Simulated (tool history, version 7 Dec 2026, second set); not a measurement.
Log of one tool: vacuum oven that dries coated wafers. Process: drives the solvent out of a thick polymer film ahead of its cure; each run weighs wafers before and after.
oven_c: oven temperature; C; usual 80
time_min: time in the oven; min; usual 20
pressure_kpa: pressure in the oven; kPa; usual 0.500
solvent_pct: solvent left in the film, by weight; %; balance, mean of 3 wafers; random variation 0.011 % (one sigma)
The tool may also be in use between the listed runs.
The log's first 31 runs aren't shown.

| run | day | oven_c | time_min | pressure_kpa | hours of work since the thermocouples were calibrated | hours of work since the vacuum gauge was cleaned of residue | solvent_pct |
|---|---|---|---|---|---|---|---|
| 32 | 23.679 | 80 | 36 | 0.500 | 238 | 468 | 0.23 |
| 33 | 24.362 | 70 | 36 | 0.339 | 248 | 478 | 0.92 |
| 34 | 24.933 | 74 | 10 | 0.298 | 255 | 486 | 6.11 |
| 35 | 25.808 | 74 | 10 | 0.298 | 267 | 498 | 6.14 |
| 36 | 26.379 | 80 | 20 | 1.925 | 275 | 505 | 1.21 |
| 37 | 27.175 | 80 | 20 | 1.925 | 286 | 516 | 1.20 |
| 38 | 27.604 | 80 | 20 | 1.925 | 292 | 522 | 1.18 |
| 39 | 28.096 | 65 | 23 | 0.768 | 299 | 529 | 4.46 |
| 40 | 28.621 | 65 | 20 | 0.762 | 306 | 536 | 5.37 |
| 41 | 29.633 | 80 | 16 | 1.664 | 320 | 550 | 1.77 |
| 42 | 30.433 | 80 | 16 | 1.664 | 330 | 561 | 1.76 |
| 43 | 31.221 | 80 | 30 | 0.758 | 341 | 572 | 0.34 |
| 44 | 32.158 | 71 | 25 | 1.372 | 354 | 584 | 2.19 |
| 45 | 32.992 | 71 | 25 | 1.372 | 365 | 596 | 2.18 |
| 46 | 33.492 | 71 | 25 | 1.372 | 372 | 603 | 2.16 |
| 47 | 34.233 | 71 | 25 | 1.372 | 382 | 613 | 2.17 |
| 48 | 35.075 | 71 | 25 | 1.372 | 394 | 624 | 2.17 |

3 ways to go on from here, each from the tool as it stands after run 48. What would each give?
| A | 35.888 | 94 | 10 | 1.855 | 405 | 635 | ? |
| B | 35.888 | 88 | 18 | 1.740 | 405 | 635 | ? |
| C | 35.888 | 83 | 33 | 1.018 | 405 | 635 | ? |

| run | solvent_pct |
|---|---|
| A | 0.79 |
| B | 0.51 |
| C | 0.33 |
Without the tool's hidden state the same runs would have given:
| run | solvent_pct |
|---|---|
| A | 0.86 |
| B | 0.52 |
| C | 0.29 |
